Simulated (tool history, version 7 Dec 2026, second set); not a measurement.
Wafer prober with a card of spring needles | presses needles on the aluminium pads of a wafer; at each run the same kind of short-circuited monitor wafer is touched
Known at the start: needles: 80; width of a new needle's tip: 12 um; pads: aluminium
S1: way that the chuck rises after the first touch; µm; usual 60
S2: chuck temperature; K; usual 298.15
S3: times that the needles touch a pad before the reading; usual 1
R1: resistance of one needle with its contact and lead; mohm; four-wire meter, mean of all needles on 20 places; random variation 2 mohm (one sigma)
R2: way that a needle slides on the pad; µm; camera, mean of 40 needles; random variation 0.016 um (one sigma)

| run | hour | S1 | S2 | S3 | R1 | R2 |
|---|---|---|---|---|---|---|
| 1 | 0.0 | 60 | 298.15 | 1 | 225 | 7.73 |
| 2 | 4.6 | 60 | 348.15 | 1 | 233 | 7.74 |
| 3 | 13.0 | 60 | 305.15 | 1 | 222 | 7.77 |
| 4 | 21.3 | 60 | 364.15 | 1 | 241 | 7.71 |
| 5 | 25.6 | 60 | 364.15 | 1 | 242 | 7.72 |
| 6 | 31.1 | 60 | 298.15 | 1 | 219 | 7.76 |
| 7 | 39.9 | 60 | 298.15 | 1 | 227 | 7.73 |
| 8 | 49.6 | 60 | 298.15 | 1 | 225 | 7.75 |
| 9 | 54.9 | 60 | 298.15 | 1 | 221 | 7.72 |
| 10 | 59.1 | 60 | 298.15 | 1 | 223 | 7.70 |
| 11 | 64.3 | 47 | 298.15 | 1 | 227 | 6.07 |
| 12 | 70.1 | 60 | 308.15 | 1 | 229 | 7.72 |
| 13 | 74.3 | 60 | 298.15 | 2 | 224 | 7.75 |
| 14 | 79.7 | 60 | 298.15 | 2 | 221 | 7.70 |
| 15 | 86.9 | 60 | 298.15 | 1 | 225 | 7.72 |
| 16 | 95.4 | 60 | 298.15 | 1 | 226 | 7.73 |
| 17 | 101.8 | 60 | 298.15 | 1 | 225 | 7.70 |
| 18 | 109.1 | 62 | 325.15 | 2 | 229 | 7.99 |
| 19 | 118.7 | 62 | 325.15 | 2 | 231 | 8.01 |
| 20 | 124.3 | 71 | 345.15 | 2 | 232 | 9.16 |
| 21 | 133.6 | 71 | 345.15 | 2 | 234 | 9.16 |
| 22 | 138.4 | 71 | 298.15 | 2 | 222 | 9.14 |
| 23 | 144.6 | 71 | 298.15 | 2 | 226 | 9.13 |
| 24 | 151.9 | 60 | 350.15 | 1 | 237 | 7.77 |
| 25 | 158.9 | 60 | 350.15 | 2 | 235 | 7.74 |
| 26 | 165.6 | 48 | 375.15 | 1 | 242 | 6.17 |
| 27 | 171.6 | 42 | 353.15 | 2 | 239 | 5.42 |
| 28 | 179.0 | 45 | 321.15 | 3 | 232 | 5.80 |
| 29 | 186.9 | 60 | 371.15 | 1 | 241 | 7.71 |
| 30 | 193.6 | 62 | 298.15 | 3 | 221 | 7.99 |
| 31 | 203.1 | 68 | 304.15 | 2 | 225 | 8.75 |
| 32 | 207.3 | 42 | 369.15 | 2 | 248 | 5.41 |
| 33 | 216.2 | 42 | 369.15 | 2 | 241 | 5.40 |

Taken out of this log: 23 entries between the listed runs. Where each belongs, and how the hidden state differs across it:
Between runs 1 and 2: tips cleaned on abrasive film (hour 4.6)
  debris on the tips, nm: 3.5 -> 0.3
Between runs 3 and 4: tips cleaned on abrasive film (hour 13.9)
  debris on the tips, nm: 4.6 -> 4.3; way that the needles fall short of the set height, um: 0.03 -> 0.04
Between runs 4 and 5: tips cleaned on abrasive film (hour 23.2)
  debris on the tips, nm: 4.3 -> 2.1
Between runs 6 and 7: tips cleaned on abrasive film (hour 33.0)
  debris on the tips, nm: 4.6 -> 4.2
Between runs 7 and 8: tips cleaned on abrasive film (hour 43.0)
  debris on the tips, nm: 4.2 -> 4.1
Between runs 8 and 9: tips cleaned on abrasive film (hour 52.3)
  debris on the tips, nm: 4.1 -> 2.2; tips' diameter, um: 12.01 -> 12.02
Between runs 10 and 11: tips cleaned on abrasive film (hour 61.7)
  debris on the tips, nm: 4.1 -> 1.9; way that the needles fall short of the set height, um: 0.04 -> 0.05
Between runs 12 and 13: tips cleaned on abrasive film (hour 71.1)
  debris on the tips, nm: 4.5 -> 2.4
Between runs 14 and 15: tips cleaned on abrasive film (hour 80.5)
  debris on the tips, nm: 4.7 -> 3.7
Between runs 15 and 16: tips cleaned on abrasive film (hour 89.9)
  debris on the tips, nm: 3.7 -> 3.5
Between runs 16 and 17: tips cleaned on abrasive film (hour 99.1)
  debris on the tips, nm: 3.5 -> 2.1
Between runs 17 and 18: tips cleaned on abrasive film (hour 108.6)
  debris on the tips, nm: 2.1 -> 0.9; way that the needles fall short of the set height, um: 0.05 -> 0.06
Between runs 18 and 19: tips cleaned on abrasive film (hour 117.8)
  debris on the tips, nm: 0.9 -> 1.1
Between runs 20 and 21: tips cleaned on abrasive film (hour 127.5)
  debris on the tips, nm: 4 -> 3.9
Between runs 21 and 22: tips cleaned on abrasive film (hour 136.7)
  debris on the tips, nm: 3.9 -> 1.5
Between runs 23 and 24: tips cleaned on abrasive film (hour 146.4)
  debris on the tips, nm: 4.4 -> 3.5
Between runs 24 and 25: tips cleaned on abrasive film (hour 155.6)
  debris on the tips, nm: 3.5 -> 2.6; way that the needles fall short of the set height, um: 0.06 -> 0.07
Between runs 25 and 26: tips cleaned on abrasive film (hour 165.6)
  debris on the tips, nm: 2.6 -> 0.6
Between runs 27 and 28: tips cleaned on abrasive film (hour 174.9)
  debris on the tips, nm: 3.8 -> 2.8
Between runs 28 and 29: tips cleaned on abrasive film (hour 184.2)
  debris on the tips, nm: 2.8 -> 2.2; tips' diameter, um: 12.02 -> 12.03
Between runs 29 and 30: tips cleaned on abrasive film (hour 193.6)
  debris on the tips, nm: 2.2 -> 0.5
Between runs 30 and 31: tips cleaned on abrasive film (hour 202.9)
  debris on the tips, nm: 0.5 -> 0.6; way that the needles fall short of the set height, um: 0.07 -> 0.08
Between runs 32 and 33: tips cleaned on abrasive film (hour 212.7)
  debris on the tips, nm: 3.1 -> 2.5
